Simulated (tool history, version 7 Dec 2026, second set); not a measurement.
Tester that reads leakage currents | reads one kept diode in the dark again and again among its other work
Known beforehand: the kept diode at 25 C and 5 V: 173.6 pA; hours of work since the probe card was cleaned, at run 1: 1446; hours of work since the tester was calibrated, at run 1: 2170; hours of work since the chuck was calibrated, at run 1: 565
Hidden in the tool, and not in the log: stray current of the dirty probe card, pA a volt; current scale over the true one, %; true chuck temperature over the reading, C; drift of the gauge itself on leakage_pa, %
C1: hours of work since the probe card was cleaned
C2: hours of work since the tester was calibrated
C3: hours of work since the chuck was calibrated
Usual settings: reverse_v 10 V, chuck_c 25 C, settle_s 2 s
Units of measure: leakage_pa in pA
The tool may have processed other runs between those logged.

run 1 hour=0 | reverse_v=10 chuck_c=25 settle_s=2 | C1=1446 C2=2170 C3=565 | leakage_pa=233.81
run 2 hour=75.6 | reverse_v=10 chuck_c=25 settle_s=2 | C1=1497 C2=2221 C3=616 | leakage_pa=235.22
run 3 hour=148.6 | reverse_v=10 chuck_c=25 settle_s=2 | C1=1547 C2=2271 C3=665 | leakage_pa=235.21
run 4 hour=266.9 | reverse_v=10 chuck_c=25 settle_s=2 | C1=1627 C2=2351 C3=746 | leakage_pa=234.78
run 5 hour=385 | reverse_v=10 chuck_c=44 settle_s=2 | C1=1707 C2=2431 C3=826 | leakage_pa=893.8
run 6 hour=465 | reverse_v=10 chuck_c=44 settle_s=3.02 | C1=1761 C2=2485 C3=880 | leakage_pa=894.47
run 7 hour=531.8 | reverse_v=10 chuck_c=44 settle_s=3.02 | C1=1807 C2=2531 C3=925 | leakage_pa=898.43
run 8 hour=623 | reverse_v=4.5 chuck_c=44 settle_s=2.34 | C1=1869 C2=2593 C3=987 | leakage_pa=633.76
run 9 hour=731.3 | reverse_v=5.8 chuck_c=26 settle_s=5.02 | C1=1942 C2=2666 C3=1061 | leakage_pa=200.08

What does the tool deliver on the next run?
run 10 hour=868.6 | reverse_v=5.8 chuck_c=26 settle_s=5.02 | C1=2035 C2=2759 C3=1154 | leakage_pa=?

leakage_pa: 198.72 pA
If the tool had no hidden condition, the same run with the same run-to-run variation would have returned leakage_pa 198.97 pA.
